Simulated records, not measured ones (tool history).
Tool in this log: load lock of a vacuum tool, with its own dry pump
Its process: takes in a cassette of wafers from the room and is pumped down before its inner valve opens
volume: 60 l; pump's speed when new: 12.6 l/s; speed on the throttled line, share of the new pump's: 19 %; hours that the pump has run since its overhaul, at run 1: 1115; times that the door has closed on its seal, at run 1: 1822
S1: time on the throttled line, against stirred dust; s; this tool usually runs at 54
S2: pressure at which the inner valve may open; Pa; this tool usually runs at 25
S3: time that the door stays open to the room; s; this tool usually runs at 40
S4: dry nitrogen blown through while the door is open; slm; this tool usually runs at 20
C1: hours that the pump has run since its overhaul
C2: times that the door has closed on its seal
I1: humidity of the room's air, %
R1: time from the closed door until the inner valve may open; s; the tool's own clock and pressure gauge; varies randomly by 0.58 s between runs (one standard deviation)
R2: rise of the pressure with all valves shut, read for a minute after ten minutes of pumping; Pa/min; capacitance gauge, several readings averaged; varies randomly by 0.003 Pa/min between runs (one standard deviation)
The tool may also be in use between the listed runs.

run	day	S1	S2	S3	S4	C1	C2	I1	R1	R2
1	0	54	25	40	20	1115	1822	44.1	83.6	0.035
2	3.892	54	25	40	20	1208	1936	45.9	84.4	0.035
3	6.262	54	25	40	12	1265	2005	46	84.2	0.047
4	9.275	54	25	40	12	1338	2093	44.3	83.8	0.035
5	11.083	54	25	40	12	1381	2145	44.9	83.1	0.044
6	14.967	54	25	40	12	1474	2259	46.5	83.9	0.043
7	17.571	54	25	40	20	1537	2335	44.4	83.7	0.034
8	19.721	54	25	40	20	1588	2397	43.5	84.3	0.034
9	21.388	54	25	40	20	1628	2446	43.9	83.4	0.036
10	24.983	54	25	40	20	1715	2551	46	83.6	0.034
11	27.125	54	25	40	20	1766	2613	42.5	83.1	0.034
12	29.25	54	25	40	24	1817	2675	42.6	85	0.034
13	32.362	54	25	40	20	1892	2766	43.6	83.9	0.038
14	35.429	54	25	40	20	1965	2855	40.8	84.4	0.033
15	39.033	54	25	40	20	2052	2960	45.5	84.6	0.045
16	41.425	54	25	40	20	2109	3030	44.9	83.4	0.04
17	43.992	54	27	40	20	2171	3105	41.4	82.6	0.038
18	45.65	54	28	40	20	2210	3153	46.9	83.8	0.038
19	48.254	54	28	40	20	2273	3229	42.8	83.8	0.038
20	51.654	54	32	40	20	2355	3328	43.9	81.9	0.04
21	55.112	54	32	40	20	2438	3429	48.3	83.6	0.043
22	57.275	54	32	40	20	2489	3492	43.8	82.1	0.041
23	60.704	54	32	40	20	2572	3592	45.4	81.9	0.045
24	63.312	54	32	40	20	2634	3668	43.9	83.1	0.039
25	67.15	54	32	40	20	2727	3780	44.6	82.4	0.042
26	70.529	37	32	217	20	2808	3879	45.8	69.4	0.071
27	72.854	37	32	217	20	2863	3947	47.1	69.5	0.072
28	75.454	73	37	116	23	2926	4022	47.9	96.9	0.056
29	78.238	73	37	116	23	2993	4104	47.6	97.6	0.057
30	81.729	54	25	40	9	3076	4205	43	83.6	0.051
31	84.617	54	25	40	20	3146	4290	48.2	84.3	0.049
32	88.5	53	25	44	20	3239	4403	44.3	84	0.043
33	91.738	53	25	44	20	3317	4497	43.9	83.1	0.044
34	94.246	53	25	44	20	3377	4570	46	82.6	0.045
35	97.808	37	25	40	20	3462	4674	45.6	70.7	0.044
36	101.554	37	25	40	20	3552	4784	44.1	71.1	0.047
37	103.85	37	25	40	20	3607	4851	46.6	71.8	0.048

Some steps in R1 between neighbouring runs. How much of each would the tool show without its hidden state too (settings, what came in, random variation), and how much is left for the hidden state, with any gauge scatter that isn't in both results?
Hidden state at play: pump's speed, % of a new pump's; leak at the door's seal, Pa l/s; drift of the gauge itself on ready_s, %; drift of the gauge itself on rise_pa_min, %.
Run 25 -> 26: S1 54 -> 37, S3 40 -> 217. R1 -13 s: hidden state +0.2, all else -13.2.
Run 27 -> 28: S1 37 -> 73, S2 32 -> 37, S3 217 -> 116, S4 20 -> 23. R1 +27.4 s: hidden state -0.3, all else +27.7.
Run 29 -> 30: S1 73 -> 54, S2 37 -> 25, S3 116 -> 40, S4 23 -> 9. R1 -14 s: hidden state +0.2, all else -14.2.

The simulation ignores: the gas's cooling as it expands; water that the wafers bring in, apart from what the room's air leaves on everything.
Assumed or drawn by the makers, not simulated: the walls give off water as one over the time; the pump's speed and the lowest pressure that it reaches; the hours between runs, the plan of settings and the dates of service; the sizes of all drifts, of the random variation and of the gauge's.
